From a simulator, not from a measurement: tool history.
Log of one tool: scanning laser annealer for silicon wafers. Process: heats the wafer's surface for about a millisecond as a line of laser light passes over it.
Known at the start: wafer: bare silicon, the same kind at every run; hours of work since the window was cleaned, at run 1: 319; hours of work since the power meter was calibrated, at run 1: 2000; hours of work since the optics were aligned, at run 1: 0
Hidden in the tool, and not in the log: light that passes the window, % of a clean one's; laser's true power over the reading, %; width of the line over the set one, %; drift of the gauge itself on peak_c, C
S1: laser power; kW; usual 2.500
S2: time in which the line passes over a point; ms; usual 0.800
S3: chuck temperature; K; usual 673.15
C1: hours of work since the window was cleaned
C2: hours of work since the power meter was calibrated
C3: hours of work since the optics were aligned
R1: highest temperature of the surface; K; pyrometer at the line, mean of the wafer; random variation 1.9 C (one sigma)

run 1 hour=0.0 | S1=2.500 S2=0.800 S3=673.15 | C1=319 C2=2000 C3=0 | R1=1361.15
run 2 hour=53.8 | S1=2.500 S2=0.800 S3=673.15 | C1=359 C2=2040 C3=40 | R1=1357.15
run 3 hour=93.9 | S1=2.500 S2=0.800 S3=673.15 | C1=389 C2=2070 C3=70 | R1=1355.15
-- hour=137.3 window over the wafer cleaned
run 4 hour=165.0 | S1=2.540 S2=0.800 S3=673.15 | C1=21 C2=2121 C3=122 | R1=1344.15
run 5 hour=229.0 | S1=2.500 S2=0.800 S3=634.15 | C1=68 C2=2169 C3=169 | R1=1290.15
run 6 hour=267.0 | S1=2.500 S2=0.800 S3=634.15 | C1=97 C2=2197 C3=198 | R1=1288.15
run 7 hour=315.7 | S1=2.351 S2=0.800 S3=673.15 | C1=133 C2=2234 C3=234 | R1=1273.15
-- hour=346.6 window over the wafer cleaned, once more
run 8 hour=375.6 | S1=2.500 S2=0.800 S3=655.15 | C1=22 C2=2277 C3=277 | R1=1373.15
run 9 hour=416.4 | S1=2.500 S2=0.800 S3=655.15 | C1=52 C2=2307 C3=308 | R1=1372.15
run 10 hour=473.3 | S1=2.500 S2=0.800 S3=656.15 | C1=94 C2=2350 C3=350 | R1=1366.15
run 11 hour=551.3 | S1=2.500 S2=0.800 S3=656.15 | C1=153 C2=2408 C3=408 | R1=1361.15
run 12 hour=617.1 | S1=2.500 S2=0.800 S3=656.15 | C1=202 C2=2457 C3=457 | R1=1357.15
run 13 hour=678.0 | S1=2.527 S2=0.800 S3=673.15 | C1=247 C2=2502 C3=503 | R1=1378.15
run 14 hour=748.2 | S1=2.500 S2=0.776 S3=673.15 | C1=300 C2=2555 C3=555 | R1=1353.15
run 15 hour=803.5 | S1=2.500 S2=0.776 S3=673.15 | C1=341 C2=2596 C3=596 | R1=1348.15
run 16 hour=868.1 | S1=2.500 S2=0.776 S3=673.15 | C1=389 C2=2644 C3=644 | R1=1345.15
-- hour=909.0 window over the wafer cleaned
run 17 hour=909.0 | S1=2.500 S2=0.776 S3=673.15 | C1=0 C2=2673 C3=673 | R1=1379.15
run 18 hour=970.7 | S1=2.500 S2=0.800 S3=673.15 | C1=46 C2=2719 C3=719 | R1=1385.15
run 19 hour=1006.0 | S1=2.500 S2=0.800 S3=690.15 | C1=72 C2=2746 C3=746 | R1=1404.15
run 20 hour=1064.8 | S1=2.500 S2=0.800 S3=690.15 | C1=116 C2=2789 C3=790 | R1=1397.15
run 21 hour=1108.2 | S1=2.500 S2=0.800 S3=673.15 | C1=149 C2=2822 C3=822 | R1=1375.15
run 22 hour=1162.4 | S1=2.500 S2=0.800 S3=639.15 | C1=189 C2=2862 C3=862 | R1=1340.15
run 23 hour=1202.1 | S1=2.500 S2=0.800 S3=639.15 | C1=219 C2=2892 C3=892 | R1=1338.15
run 24 hour=1258.4 | S1=2.664 S2=0.712 S3=712.15 | C1=261 C2=2934 C3=934 | R1=1418.15
run 25 hour=1338.6 | S1=2.664 S2=0.712 S3=712.15 | C1=320 C2=2994 C3=994 | R1=1417.15
run 26 hour=1389.7 | S1=2.664 S2=0.712 S3=712.15 | C1=359 C2=3032 C3=1032 | R1=1410.15
run 27 hour=1444.1 | S1=2.175 S2=0.614 S3=660.15 | C1=399 C2=3072 C3=1072 | R1=1148.15
-- hour=1470.5 window over the wafer cleaned
run 28 hour=1516.3 | S1=2.212 S2=0.787 S3=684.15 | C1=34 C2=3125 C3=1125 | R1=1283.15
run 29 hour=1554.2 | S1=2.212 S2=0.787 S3=684.15 | C1=62 C2=3153 C3=1153 | R1=1279.15
run 30 hour=1600.0 | S1=2.500 S2=0.674 S3=691.15 | C1=97 C2=3187 C3=1187 | R1=1335.15
run 31 hour=1660.2 | S1=2.231 S2=0.604 S3=683.15 | C1=141 C2=3232 C3=1232 | R1=1200.15
run 32 hour=1740.1 | S1=2.231 S2=0.604 S3=683.15 | C1=201 C2=3292 C3=1292 | R1=1195.15
run 33 hour=1807.3 | S1=2.720 S2=0.800 S3=680.15 | C1=251 C2=3342 C3=1342 | R1=1453.15
run 34 hour=1849.5 | S1=2.720 S2=0.800 S3=680.15 | C1=283 C2=3373 C3=1373 | R1=1448.15
run 35 hour=1894.8 | S1=2.500 S2=0.565 S3=673.15 | C1=316 C2=3407 C3=1407 | R1=1244.15
run 36 hour=1929.9 | S1=2.500 S2=0.565 S3=673.15 | C1=343 C2=3433 C3=1433 | R1=1239.15
-- hour=1984.3 optics aligned, line set to its width
run 37 hour=2008.6 | S1=2.500 S2=0.894 S3=691.15 | C1=398 C2=3488 C3=18 | R1=1418.15
-- hour=2041.2 window over the wafer cleaned
run 38 hour=2072.3 | S1=2.500 S2=0.894 S3=691.15 | C1=23 C2=3534 C3=64 | R1=1459.15
run 39 hour=2130.6 | S1=2.459 S2=0.800 S3=638.15 | C1=67 C2=3577 C3=108 | R1=1342.15
run 40 hour=2205.6 | S1=2.459 S2=0.800 S3=638.15 | C1=123 C2=3633 C3=164 | R1=1337.15
run 41 hour=2238.1 | S1=2.459 S2=0.800 S3=638.15 | C1=147 C2=3658 C3=188 | R1=1334.15

How the hidden state differs across the entries between the runs, from the last listed run before each to the first after it:
Between runs 3 and 4: window over the wafer cleaned (hour 137.3)
  light that passes the window, % of a clean one's: 95.78 -> 93.65; laser's true power over the reading, %: 0.88 -> 0.91; width of the line over the set one, %: 0.48 -> 0.57
  measured less the result without the state, R1: -35.00 -> -56.00 K
Between runs 7 and 8: window over the wafer cleaned, once more (hour 346.6)
  light that passes the window, % of a clean one's: 92.61 -> 99.68; laser's true power over the reading, %: 0.97 -> 0.99; width of the line over the set one, %: 0.77 -> 0.84
  measured less the result without the state, R1: -61.00 -> +2.00 K
Between runs 16 and 17: window over the wafer cleaned (hour 909.0)
  light that passes the window, % of a clean one's: 96.12 -> 99.98; laser's true power over the reading, %: 1.18 -> 1.2; width of the line over the set one, %: 1.47 -> 1.52
  measured less the result without the state, R1: -34.00 -> +3.00 K
Between runs 27 and 28: window over the wafer cleaned (hour 1470.5)
  light that passes the window, % of a clean one's: 95.99 -> 99.47; laser's true power over the reading, %: 1.4 -> 1.43; width of the line over the set one, %: 2.2 -> 2.29
  measured less the result without the state, R1: -27.00 -> -4.00 K
Between runs 36 and 37: optics aligned, line set to its width (hour 1984.3)
  light that passes the window, % of a clean one's: 96.35 -> 95.83; laser's true power over the reading, %: 1.59 -> 1.62; width of the line over the set one, %: 2.83 -> 0.23
  measured less the result without the state, R1: -30.00 -> -28.00 K
Between runs 37 and 38: window over the wafer cleaned (hour 2041.2)
  light that passes the window, % of a clean one's: 95.83 -> 99.61; laser's true power over the reading, %: 1.62 -> 1.64; width of the line over the set one, %: 0.23 -> 0.3
  measured less the result without the state, R1: -28.00 -> +11.00 K

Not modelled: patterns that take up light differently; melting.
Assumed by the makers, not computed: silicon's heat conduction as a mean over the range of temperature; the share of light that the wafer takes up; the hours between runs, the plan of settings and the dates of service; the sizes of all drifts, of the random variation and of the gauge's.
